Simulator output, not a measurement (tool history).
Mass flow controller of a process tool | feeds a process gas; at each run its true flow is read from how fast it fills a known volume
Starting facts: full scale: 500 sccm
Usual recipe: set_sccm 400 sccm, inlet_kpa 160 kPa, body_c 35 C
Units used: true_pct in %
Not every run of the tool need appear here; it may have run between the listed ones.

run,hour,set_sccm,inlet_kpa,body_c,true_pct
1,0,400,160,35,99.7
2,66.1,400,160,35,99.47
3,182.2,245,160,35,98.37
4,288.3,400,154,35,99.32
5,407.3,400,154,35,99.27
6,496.8,400,213,35,99.18
7,570.5,400,213,35,99.34
8,643,400,213,35,99.09
9,739.8,230,160,35,97.73
10,861.9,400,228,35,99.16
# hour 874.3: controller's zero set anew
11,922.6,400,228,24,98.03
12,1038,400,228,24,98
13,1146.3,400,228,24,98.06
14,1277,400,228,24,97.9
15,1383.4,400,228,24,97.74
16,1524.6,115,228,24,94.62
# hour 1563: controller's zero set anew, once more
17,1596.8,400,278,35,98.83
18,1723.9,400,278,35,98.77
19,1837.9,125,150,38,96.77
20,1942.8,180,187,28,96.4
21,2076.8,180,187,28,96.26
22,2171.9,180,187,28,96.17
23,2247.5,180,187,28,96.12
24,2310.7,180,187,28,96.08
25,2393.9,111,193,35,95.71
26,2471.8,63,160,27,94.04
27,2574,81,161,25,94.1
28,2687.1,143,159,36,95.73
29,2759.2,400,262,28,97.43
30,2834.2,400,262,28,97.42
31,2910.1,168,271,38,96.28
32,2994.2,183,249,20,95.01
33,3114,183,249,20,94.87

What if the next run were any one of these 3? Each begins from the tool's condition after run 33:
A,3226.2,183,154,20,?
B,3226.2,183,151,22,?
C,3226.2,59,163,20,?

run,true_pct
A,94.55
B,94.73
C,92.06
Without the tool's unlogged condition, the same runs would have read:
run,true_pct
A,97.52
B,97.71
C,96.83

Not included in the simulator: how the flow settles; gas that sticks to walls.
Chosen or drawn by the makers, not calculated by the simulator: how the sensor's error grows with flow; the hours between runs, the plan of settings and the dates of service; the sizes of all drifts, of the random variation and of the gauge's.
